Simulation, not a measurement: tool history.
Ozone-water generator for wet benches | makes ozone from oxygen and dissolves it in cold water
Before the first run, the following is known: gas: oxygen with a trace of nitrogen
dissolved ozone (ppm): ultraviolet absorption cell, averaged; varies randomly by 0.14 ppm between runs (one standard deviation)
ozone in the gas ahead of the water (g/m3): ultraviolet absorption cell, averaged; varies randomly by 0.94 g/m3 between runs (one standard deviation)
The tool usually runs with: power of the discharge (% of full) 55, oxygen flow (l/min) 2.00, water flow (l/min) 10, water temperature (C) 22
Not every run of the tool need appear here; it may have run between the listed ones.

run     day  power of the discharge (% of full)  oxygen flow (l/min)  water flow (l/min)  water temperature (C)  dissolved ozone (ppm)  ozone in the gas ahead of the water (g/m3)
  1   0.000                                  55                 2.00                  10                     22                   15.8                                       159.7
  2   0.762                                  55                 2.00                  10                     22                   15.8                                       158.4
  3   1.342                                  55                 2.00                  10                     22                   15.7                                       160.0
  4   2.062                                  55                 2.00                  10                     22                   15.9                                       160.8
  5   3.050                                  55                 2.00                  10                     22                   15.8                                       160.2
  6   3.571                                  62                 2.00                  10                     22                   17.3                                       171.7
  7   4.492                                  62                 2.00                  14                     22                   13.1                                       171.1
  8   5.554                                  62                 2.00                  14                     22                   13.0                                       172.3
  9   6.275                                  55                 2.00                  10                     22                   15.8                                       159.0
 10   7.096                                  55                 2.00                  15                     22                   11.3                                       161.6
 11   8.171                                  55                 2.00                  13                     22                   12.6                                       159.9
 12   9.038                                  63                 1.30                  11                     26                   15.6                                       235.8
 13   9.658                                  55                 2.00                  10                     14                   17.4                                       163.3
 14  10.662                                  55                 2.00                   7                     24                   19.4                                       161.0
 15  11.621                                  55                 1.10                   7                     16                   23.1                                       243.0
 16  12.783                                  67                 1.10                   7                     23                   24.2                                       277.5
 17  13.829                                  67                 1.10                   7                     23                   24.3                                       275.8
 18  14.921                                  57                 3.06                   8                     15                   19.7                                       124.8
 19  15.621                                  67                 1.86                   8                     14                   23.7                                       193.0

Below are 4 alternative next runs, each starting from the tool's condition after run 19. Predict each:
  A  16.517                                  52                 1.82                  10                     14                      ?                                           ?
  B  16.517                                  55                 2.44                  10                     14                      ?                                           ?
  C  16.517                                  67                 1.87                   8                     14                      ?                                           ?
  D  16.517                                  67                 1.29                  15                     26                      ?                                           ?

run  dissolved ozone (ppm)  ozone in the gas ahead of the water (g/m3)
  A                   16.9                                       166.7
  B                   17.1                                       143.5
  C                   23.9                                       194.0
  D                   12.1                                       246.6
Take away the tool's hidden state, keep each run's random variation, and the runs would have read:
run  dissolved ozone (ppm)  ozone in the gas ahead of the water (g/m3)
  A                   16.9                                       163.6
  B                   17.2                                       140.9
  C                   23.9                                       190.5
  D                   12.1                                       242.1
